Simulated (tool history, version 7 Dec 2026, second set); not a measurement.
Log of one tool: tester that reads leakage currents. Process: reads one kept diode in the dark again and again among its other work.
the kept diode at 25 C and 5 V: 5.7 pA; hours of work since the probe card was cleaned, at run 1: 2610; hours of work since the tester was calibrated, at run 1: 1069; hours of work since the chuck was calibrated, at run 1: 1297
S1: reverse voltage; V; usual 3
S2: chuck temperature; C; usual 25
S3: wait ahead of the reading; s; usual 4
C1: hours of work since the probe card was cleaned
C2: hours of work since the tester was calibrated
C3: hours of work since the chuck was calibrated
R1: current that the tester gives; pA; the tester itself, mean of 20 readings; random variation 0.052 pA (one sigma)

run	day	S1	S2	S3	C1	C2	C3	R1
1	0	3	25	4	2610	1069	1297	6.42
2	8.946	3	25	4	2735	1193	1422	6.62
3	17.767	3	25	4	2858	1317	1545	6.73
4	23.346	3	40	4	2936	1394	1623	20.16
5	31.892	3	40	4	3055	1514	1742	20.37
6	36.825	3	40	4	3124	1583	1811	20.34
# day 39.967: probe card cleaned and baked
7	47.35	3	40	4	103	1728	1956	18.66
8	55.662	3	40	4	219	1844	2072	18.66
# day 59.842: chuck's temperature calibrated
9	61.75	3	25	0.99	303	1928	27	5.71
10	69.083	3	25	0.99	405	2030	129	5.76
11	77.304	3	25	0.99	520	2145	244	5.86
# day 83.188: tester calibrated
12	86.146	3.63	25	4	642	41	366	5.83
13	92.15	3	33	4	726	125	450	10.35
14	101.862	3	33	4	862	261	585	10.41
15	111.888	3	33	4	1002	401	725	10.45
16	118.967	3	25	4	1100	499	824	5.41
17	125.683	3	25	4	1194	593	918	5.54
18	132.842	3	25	4	1294	693	1018	5.67
19	137.654	3	25	4	1361	760	1085	5.78
20	144.662	3	25	4	1459	858	1183	5.86
21	151.854	3	25	4	1560	959	1283	5.93
22	161.204	14.91	54	0.33	1690	1089	1414	155.45
23	167.417	12.49	40	0.59	1777	1176	1500	50.37
24	173.904	12.49	40	0.59	1867	1266	1591	50.75
25	179.129	3	22	0.53	1940	1339	1664	6.8
26	185.175	3	22	0.53	2025	1424	1748	6.83
27	190.458	3	28	7.71	2098	1497	1822	7.56
28	197.771	8.32	24	1.21	2200	1599	1924	13.52
29	203.338	8.32	24	1.21	2278	1677	2002	13.73
30	209.067	11.17	20	9.87	2358	1757	2082	11.65
# day 212.279: chuck's temperature calibrated
31	214.625	11.17	20	9.87	2435	1834	33	11.42
32	220.954	3.48	32	4	2523	1922	121	11.06
33	231.7	1.8	50	8.33	2673	2072	271	32.04
34	238.933	3	41	0.41	2774	2173	372	23.17
# day 242.838: tester calibrated
35	246.783	11.3	30	4	2882	55	480	22.22
36	253.221	11.3	33	9.45	2972	145	570	26.32
37	261.062	3	44	4	3082	254	680	27.22
# day 267.25: probe card cleaned and baked
38	271.758	3	32	1.69	63	402	827	9.47
39	281.462	3.39	32	1.08	198	537	963	10.63
40	288.092	2.2	22	0.32	291	630	1055	5.55

Forecast each of these 3 alternatives for the next run:
A	293.633	3.41	38	2.38	368	707	1133	?
B	293.633	16.71	22	1.65	368	707	1133	?
C	293.633	6.01	32	1.77	368	707	1133	?

run	R1
A	16.76
B	13.64
C	14.17
Without the tool's hidden state the same runs would have given:
run	R1
A	16.16
B	12.14
C	13.43
